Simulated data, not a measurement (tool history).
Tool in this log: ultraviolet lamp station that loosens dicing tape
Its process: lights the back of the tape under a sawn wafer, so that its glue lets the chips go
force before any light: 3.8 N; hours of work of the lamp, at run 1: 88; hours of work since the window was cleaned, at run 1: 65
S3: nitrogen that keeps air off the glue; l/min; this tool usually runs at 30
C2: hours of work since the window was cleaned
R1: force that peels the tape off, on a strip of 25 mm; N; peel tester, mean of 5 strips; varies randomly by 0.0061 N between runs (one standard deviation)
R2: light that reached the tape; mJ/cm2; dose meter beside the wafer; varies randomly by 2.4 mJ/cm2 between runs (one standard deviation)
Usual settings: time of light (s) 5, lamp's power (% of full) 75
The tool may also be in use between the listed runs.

Run 1, hour 0: usual settings; hours of work of the lamp 88; C2 65. Result: R1 0.199 N, R2 260 mJ/cm2.
Run 2, hour 20.2: usual settings; hours of work of the lamp 99; C2 76. Result: R1 0.178 N, R2 256 mJ/cm2.
Run 3, hour 38.3: usual settings; hours of work of the lamp 108; C2 86. Result: R1 0.177 N, R2 248 mJ/cm2.
Run 4, hour 68.3: usual settings; hours of work of the lamp 125; C2 102. Result: R1 0.194 N, R2 250 mJ/cm2.
Run 5, hour 82.5: usual settings; hours of work of the lamp 132; C2 110. Result: R1 0.184 N, R2 249 mJ/cm2.
Run 6, hour 110.1: usual settings; hours of work of the lamp 147; C2 124. Result: R1 0.204 N, R2 244 mJ/cm2.
Run 7, hour 137.2: usual settings; hours of work of the lamp 162; C2 139. Result: R1 0.2 N, R2 239 mJ/cm2.
Run 8, hour 165.4: usual settings; hours of work of the lamp 177; C2 154. Result: R1 0.218 N, R2 239 mJ/cm2.
Run 9, hour 184.5: usual settings; hours of work of the lamp 187; C2 164. Result: R1 0.208 N, R2 235 mJ/cm2.
Run 10, hour 212.5: usual settings; hours of work of the lamp 202; C2 180. Result: R1 0.219 N, R2 230 mJ/cm2.
Run 11, hour 230.3: usual settings; hours of work of the lamp 212; C2 189. Result: R1 0.223 N, R2 229 mJ/cm2.
Run 12, hour 245.7: usual settings; hours of work of the lamp 220; C2 197. Result: R1 0.218 N, R2 229 mJ/cm2.
Run 13, hour 273.1: usual settings; hours of work of the lamp 235; C2 212. Result: R1 0.226 N, R2 226 mJ/cm2.
Run 14, hour 295: usual settings; hours of work of the lamp 247; C2 224. Result: R1 0.233 N, R2 220 mJ/cm2.
Run 15, hour 311.3: usual settings; hours of work of the lamp 255; C2 233. Result: R1 0.234 N, R2 223 mJ/cm2.
Run 16, hour 327.9: usual settings; hours of work of the lamp 264; C2 242. Result: R1 0.228 N, R2 217 mJ/cm2.
Run 17, hour 355.4: usual settings; hours of work of the lamp 279; C2 256. Result: R1 0.234 N, R2 220 mJ/cm2.
Run 18, hour 386.1: usual settings but lamp's power (% of full) 67; hours of work of the lamp 296; C2 273. Result: R1 0.293 N, R2 191 mJ/cm2.
Run 19, hour 411.6: usual settings but lamp's power (% of full) 67; hours of work of the lamp 309; C2 287. Result: R1 0.297 N, R2 190 mJ/cm2.
At hour 414.2: window cleaned of glue's vapour.
Run 20, hour 424.9: usual settings but lamp's power (% of full) 67; hours of work of the lamp 316; C2 6. Result: R1 0.327 N, R2 178 mJ/cm2.
Run 21, hour 445: usual settings but lamp's power (% of full) 67; hours of work of the lamp 327; C2 17. Result: R1 0.32 N, R2 177 mJ/cm2.
At hour 461.6: window cleaned of glue's vapour, once more.
Run 22, hour 472.9: usual settings but S3 34 l/min; hours of work of the lamp 342; C2 6. Result: R1 0.209 N, R2 220 mJ/cm2.
Run 23, hour 496.9: usual settings but S3 34 l/min; hours of work of the lamp 355; C2 19. Result: R1 0.212 N, R2 222 mJ/cm2.
Run 24, hour 526.6: usual settings but S3 34 l/min; hours of work of the lamp 371; C2 35. Result: R1 0.22 N, R2 214 mJ/cm2.
Run 25, hour 556.6: usual settings but time of light (s) 3, lamp's power (% of full) 68, S3 40 l/min; hours of work of the lamp 387; C2 51. Result: R1 0.554 N, R2 117 mJ/cm2.
Run 26, hour 574.9: usual settings but time of light (s) 3, lamp's power (% of full) 68, S3 40 l/min; hours of work of the lamp 397; C2 61. Result: R1 0.566 N, R2 115 mJ/cm2.
Run 27, hour 604.2: usual settings but time of light (s) 4, lamp's power (% of full) 90, S3 17 l/min; hours of work of the lamp 412; C2 77. Result: R1 0.414 N, R2 200 mJ/cm2.
Run 28, hour 628: usual settings but time of light (s) 6, lamp's power (% of full) 99, S3 25 l/min; hours of work of the lamp 425; C2 90. Result: R1 0.17 N, R2 324 mJ/cm2.
Run 29, hour 641.2: usual settings but time of light (s) 6, lamp's power (% of full) 99, S3 25 l/min; hours of work of the lamp 432; C2 97. Result: R1 0.165 N, R2 319 mJ/cm2.
Run 30, hour 663.9: usual settings but time of light (s) 6, lamp's power (% of full) 84, S3 25 l/min; hours of work of the lamp 445; C2 109. Result: R1 0.198 N, R2 274 mJ/cm2.
Run 31, hour 686: usual settings but S3 52 l/min; hours of work of the lamp 456; C2 121. Result: R1 0.195 N, R2 203 mJ/cm2.
Run 32, hour 716.4: usual settings but time of light (s) 7, S3 29 l/min; hours of work of the lamp 473; C2 137. Result: R1 0.18 N, R2 277 mJ/cm2.
Run 33, hour 745.9: usual settings but time of light (s) 7, S3 29 l/min; hours of work of the lamp 489; C2 153. Result: R1 0.172 N, R2 270 mJ/cm2.
Run 34, hour 764: usual settings but time of light (s) 3, lamp's power (% of full) 72, S3 31 l/min; hours of work of the lamp 498; C2 163. Result: R1 0.696 N, R2 109 mJ/cm2.
Run 35, hour 776.6: usual settings but time of light (s) 3, lamp's power (% of full) 99, S3 15 l/min; hours of work of the lamp 505; C2 170. Result: R1 0.694 N, R2 154 mJ/cm2.
Run 36, hour 799.9: usual settings but time of light (s) 9, lamp's power (% of full) 69, S3 11 l/min; hours of work of the lamp 518; C2 182. Result: R1 0.269 N, R2 306 mJ/cm2.
Run 37, hour 828.2: usual settings but lamp's power (% of full) 72; hours of work of the lamp 533; C2 197. Result: R1 0.323 N, R2 177 mJ/cm2.
Run 38, hour 858.9: usual settings but time of light (s) 10, lamp's power (% of full) 68; hours of work of the lamp 549; C2 214. Result: R1 0.152 N, R2 330 mJ/cm2.

For each run, the measured value with the value that run would have given without the tool's hidden condition subtracted. The run-to-run variation is shared by both, the gauge scatter possibly not:
Unlogged tool condition in this case: lamp's light, % of a new lamp's; light that the window lets through, % of a clean one's; drift of the gauge itself on peel_n, %; drift of the gauge itself on dose_mj_cm2, %.
run      R1    R2
  1  +0.014   -20
  2  +0.016   -22
  3  +0.018   -24
  4  +0.022   -28
  5  +0.023   -31
  6  +0.026   -34
  7  +0.031   -36
  8  +0.035   -39
  9  +0.036   -41
 10  +0.041   -44
 11  +0.044   -46
 12  +0.045   -48
 13   +0.05   -52
 14  +0.054   -54
 15  +0.056   -55
 16  +0.058   -57
 17  +0.064   -61
 18  +0.094   -56
 19  +0.103   -59
 20  +0.132   -69
 21  +0.133   -72
 22  +0.045   -54
 23  +0.049   -57
 24  +0.054   -60
 25  +0.198   -35
 26   +0.21   -34
 27  +0.159   -66
 28  +0.021  -112
 29  +0.021  -114
 30  +0.045  -101
 31  +0.047   -77
 32  +0.034  -113
 33  +0.036  -116
 34  +0.319   -48
 35  +0.323   -69
 36  +0.103  -147
 37  +0.147   -89
 38  +0.014  -171
